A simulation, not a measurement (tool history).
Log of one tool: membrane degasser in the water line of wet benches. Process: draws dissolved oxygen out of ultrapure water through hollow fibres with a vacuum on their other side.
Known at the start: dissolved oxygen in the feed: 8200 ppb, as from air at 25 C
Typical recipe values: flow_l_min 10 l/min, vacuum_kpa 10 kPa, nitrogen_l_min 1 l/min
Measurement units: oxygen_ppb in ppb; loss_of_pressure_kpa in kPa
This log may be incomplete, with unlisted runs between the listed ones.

run,hour,flow_l_min,vacuum_kpa,nitrogen_l_min,oxygen_ppb,loss_of_pressure_kpa
1,0,10,10,1,195.3,29.33
2,180,10,10,1,190.7,29.46
3,343,10,18.8,1,390.6,28.94
4,532.8,10,18.8,1,393.8,29.41
5,783.7,10,18.8,1,399.6,29.52
6,1023.8,10,18.8,1,396.4,29.52
7,1189.7,10,18.8,1,398.3,29.33
8,1419.6,10,10,1,201.2,29.31
9,1750.9,10,10,1,199.3,29.31
10,1930.3,8,15.6,0.47,480.2,23.57
11,2213.3,14,10.9,0.57,458.9,38.79
12,2436.7,14,10.9,0.57,465,38.6
13,2778.6,14,10.9,0.57,467.8,38.72
14,3112.7,7,12,0.72,222.3,19.4
15,3316.4,9,8.3,2.16,75.6,25.14
16,3477.6,10,10.4,2.16,113,27.83
17,3692.6,16,10,1,329.4,44.43

Taken out of this log: 2 entries between the listed runs. Where each belongs, and how the hidden state differs across it:
Run 9 -> run 10: vacuum gauge calibrated (hour 1779.1)
  membrane still open, %: 93.6 -> 93.5; true pressure behind the membrane over the reading, kPa: 0.12 -> 0.19; air that leaks in behind the membrane, l/min: 0.0113 -> 0.0119
  measured minus no-state result, oxygen_ppb: +17 -> +22.5 ppb; loss_of_pressure_kpa: +1.89 -> +1.53 kPa
Run 10 -> run 11: membrane cartridge changed (hour 2027.1)
  membrane still open, %: 93.5 -> 99.9; true pressure behind the membrane over the reading, kPa: 0.19 -> 0.2; air that leaks in behind the membrane, l/min: 0.0119 -> 0.0128
  measured minus no-state result, oxygen_ppb: +22.5 -> +13.9 ppb; loss_of_pressure_kpa: +1.53 -> +0.04 kPa
